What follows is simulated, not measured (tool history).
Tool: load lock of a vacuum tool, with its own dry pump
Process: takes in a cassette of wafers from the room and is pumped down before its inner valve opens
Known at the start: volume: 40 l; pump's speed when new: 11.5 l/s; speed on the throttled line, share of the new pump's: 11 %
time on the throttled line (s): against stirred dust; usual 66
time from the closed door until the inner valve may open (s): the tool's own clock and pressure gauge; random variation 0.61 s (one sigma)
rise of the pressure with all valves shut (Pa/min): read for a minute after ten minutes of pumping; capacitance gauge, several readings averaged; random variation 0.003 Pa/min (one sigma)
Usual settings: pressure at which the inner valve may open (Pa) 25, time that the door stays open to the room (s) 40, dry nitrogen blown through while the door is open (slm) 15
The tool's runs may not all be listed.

| run | hour | time on the throttled line (s) | pressure at which the inner valve may open (Pa) | time that the door stays open to the room (s) | dry nitrogen blown through while the door is open (slm) | incoming humidity of the room's air, % | time from the closed door until the inner valve may open (s) | rise of the pressure with all valves shut (Pa/min) |
|---|---|---|---|---|---|---|---|---|
| 1 | 0.0 | 66 | 25 | 40 | 15 | 46.1 | 88.7 | 0.123 |
| 2 | 73.1 | 66 | 25 | 40 | 15 | 41.7 | 89.5 | 0.122 |
| 3 | 173.3 | 66 | 25 | 40 | 15 | 45.4 | 87.1 | 0.132 |
| 4 | 220.9 | 66 | 25 | 40 | 41 | 44.8 | 87.8 | 0.110 |
| 5 | 316.1 | 66 | 25 | 40 | 41 | 41.3 | 89.5 | 0.114 |
| 6 | 373.6 | 66 | 25 | 40 | 41 | 45.3 | 88.9 | 0.123 |
| 7 | 449.2 | 66 | 25 | 40 | 41 | 45.1 | 88.8 | 0.124 |
| 8 | 553.3 | 66 | 25 | 40 | 41 | 45.9 | 88.6 | 0.131 |
| 9 | 629.5 | 66 | 25 | 40 | 15 | 45.5 | 89.6 | 0.147 |
| 10 | 716.8 | 66 | 25 | 32 | 15 | 46.5 | 88.6 | 0.152 |
| 11 | 780.1 | 66 | 25 | 32 | 15 | 46.1 | 88.4 | 0.155 |
| 12 | 828.4 | 66 | 25 | 32 | 15 | 45.8 | 88.3 | 0.151 |
| 13 | 891.2 | 66 | 44 | 40 | 15 | 44.6 | 86.3 | 0.158 |
| 14 | 965.0 | 66 | 44 | 40 | 15 | 43.3 | 86.7 | 0.159 |
| 15 | 1017.5 | 66 | 44 | 40 | 15 | 45.0 | 86.2 | 0.172 |
| 16 | 1090.2 | 66 | 44 | 40 | 15 | 48.2 | 86.2 | 0.175 |

Forecast run 17:
| 17 | 1135.3 | 66 | 44 | 40 | 15 | 46.2 | ? | ? |

time from the closed door until the inner valve may open (s): 86.6
rise of the pressure with all valves shut (Pa/min): 0.180
Without the tool's hidden state the same run would have given time from the closed door until the inner valve may open (s) 85.5, rise of the pressure with all valves shut (Pa/min) 0.049.
